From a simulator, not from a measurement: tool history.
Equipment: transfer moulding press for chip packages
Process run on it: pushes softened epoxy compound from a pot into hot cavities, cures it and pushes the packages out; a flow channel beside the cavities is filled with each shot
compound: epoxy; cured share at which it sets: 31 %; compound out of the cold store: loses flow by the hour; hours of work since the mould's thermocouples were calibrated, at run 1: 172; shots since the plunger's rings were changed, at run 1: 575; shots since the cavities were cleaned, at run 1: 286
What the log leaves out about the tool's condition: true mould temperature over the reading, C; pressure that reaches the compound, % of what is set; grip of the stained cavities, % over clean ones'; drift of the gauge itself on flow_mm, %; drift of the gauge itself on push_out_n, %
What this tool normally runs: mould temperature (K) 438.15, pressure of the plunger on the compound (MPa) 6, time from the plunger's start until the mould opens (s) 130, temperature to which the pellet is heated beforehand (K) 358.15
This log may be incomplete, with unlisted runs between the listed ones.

run   hour  mould temperature (K)  pressure of the plunger on the compound (MPa)  time from the plunger's start until the mould opens (s)  temperature to which the pellet is heated beforehand (K)  hours of work since the mould's thermocouples were calibrated  shots since the plunger's rings were changed  shots since the cavities were cleaned  incoming compound's hours out of the cold store  length that the compound runs in the flow channel (mm)  greatest force on the pins that push the packages out (N)
  1      0                 438.15                                              6                                                      130                                                    358.15                                                            172                                           575                                    286                                             11.1                                                     576                                                        379
  2   15.8                 438.15                                              6                                                      130                                                    358.15                                                            181                                           701                                    412                                             47.2                                                     529                                                        410
  3     26                 438.15                                              6                                                      130                                                    358.15                                                            187                                           783                                    494                                             14.4                                                     566                                                        430
  4     36                 438.15                                              6                                                      130                                                    358.15                                                            193                                           863                                    574                                             32.3                                                     543                                                        469
      38.7  -- cavities cleaned with cleaning compound and waxed
  5   56.5                 438.15                                              6                                                      130                                                    357.15                                                            204                                          1015                                    142                                             24.7                                                     557                                                        357
  6   72.3                 438.15                                              6                                                      130                                                    357.15                                                            214                                          1141                                    268                                             33.4                                                     539                                                        396
  7   80.4                 438.15                                           6.46                                                      130                                                    357.15                                                            218                                          1206                                    333                                             19.7                                                     574                                                        422
  8   94.3                 438.15                                              6                                                      112                                                    358.15                                                            227                                          1318                                    445                                             35.4                                                     536                                                        492
     112.8  -- cavities cleaned with cleaning compound and waxed
  9  114.3                 438.15                                              6                                                      130                                                    364.15                                                            237                                          1465                                     12                                             33.7                                                     537                                                        302
 10  127.6                 438.15                                              6                                                      130                                                    364.15                                                            245                                          1572                                    119                                             44.8                                                     519                                                        328
 11  141.3                 438.15                                              6                                                      130                                                    358.15                                                            253                                          1681                                    228                                             27.7                                                     539                                                        367
 12  154.8                 438.15                                              6                                                      130                                                    358.15                                                            261                                          1790                                    337                                             15.3                                                     561                                                        397
 13  165.9                 438.15                                              6                                                      130                                                    358.15                                                            268                                          1878                                    425                                              8.7                                                     557                                                        435
 14  177.6                 438.15                                              6                                                      130                                                    358.15                                                            275                                          1972                                    519                                             18.8                                                     558                                                        452
     186.8  -- cavities cleaned with cleaning compound and waxed
 15  190.3                 445.15                                           5.75                                                      130                                                    358.15                                                            281                                          2061                                     27                                             25.4                                                     503                                                        278
 16  203.9                 445.15                                            7.4                                                      166                                                    358.15                                                            289                                          2171                                    137                                             47.9                                                     557                                                        325
 17  220.4                 445.15                                            7.4                                                      166                                                    358.15                                                            299                                          2302                                    268                                             40.6                                                     552                                                        359
 18  235.7                 445.15                                            7.4                                                      166                                                    358.15                                                            308                                          2425                                    391                                             44.2                                                     553                                                        393
 19  244.9                 438.15                                              6                                                      130                                                    363.15                                                            313                                          2499                                    465                                             38.2                                                     522                                                        443
 20  255.9                 443.15                                              6                                                      118                                                    365.15                                                            320                                          2587                                    553                                              9.8                                                     534                                                        467
     260.9  -- cavities cleaned with cleaning compound and waxed
 21    268                 438.15                                              6                                                      130                                                    358.15                                                            326                                          2672                                     57                                             45.4                                                     511                                                        323
 22  286.8                 438.15                                              6                                                      130                                                    358.15                                                            337                                          2822                                    207                                             30.3                                                     524                                                        381
 23  302.6                 438.15                                              6                                                      130                                                    358.15                                                            346                                          2948                                    333                                             30.6                                                     519                                                        401
 24  316.4                 438.15                                              6                                                      130                                                    358.15                                                            354                                          3059                                    444                                             10.6                                                     541                                                        451
 25  324.4                 438.15                                           6.47                                                      164                                                    355.15                                                            359                                          3123                                    508                                             38.6                                                     534                                                        416
     335.3  -- cavities cleaned with cleaning compound and waxed
 26  345.5                 434.15                                              6                                                      162                                                    363.15                                                            370                                          3280                                     82                                             33.5                                                     525                                                        319
 27    360                 442.15                                              6                                                      146                                                    363.15                                                            379                                          3396                                    198                                             25.8                                                     523                                                        328
 28  373.7                 438.15                                           5.42                                                      130                                                    358.15                                                            387                                          3506                                    308                                             14.9                                                     509                                                        386

Below, some changes in length that the compound runs in the flow channel (mm) between adjacent runs. For each, the amount present without the hidden state too (settings, incoming material, random variation) and the amount remaining for the hidden state with gauge scatter not shared by both compared results:
Run 2 -> 3: no setting changed, nothing entered. length that the compound runs in the flow channel (mm) +37: hidden state -3, all else +40.
Run 14 -> 15: mould temperature (K) 438.15 -> 445.15, pressure of the plunger on the compound (MPa) 6 -> 5.75, cavities cleaned with cleaning compound and waxed. length that the compound runs in the flow channel (mm) -55: hidden state +1, all else -56.
Run 15 -> 16: pressure of the plunger on the compound (MPa) 5.75 -> 7.4, time from the plunger's start until the mould opens (s) 130 -> 166. length that the compound runs in the flow channel (mm) +54: hidden state -3, all else +57.
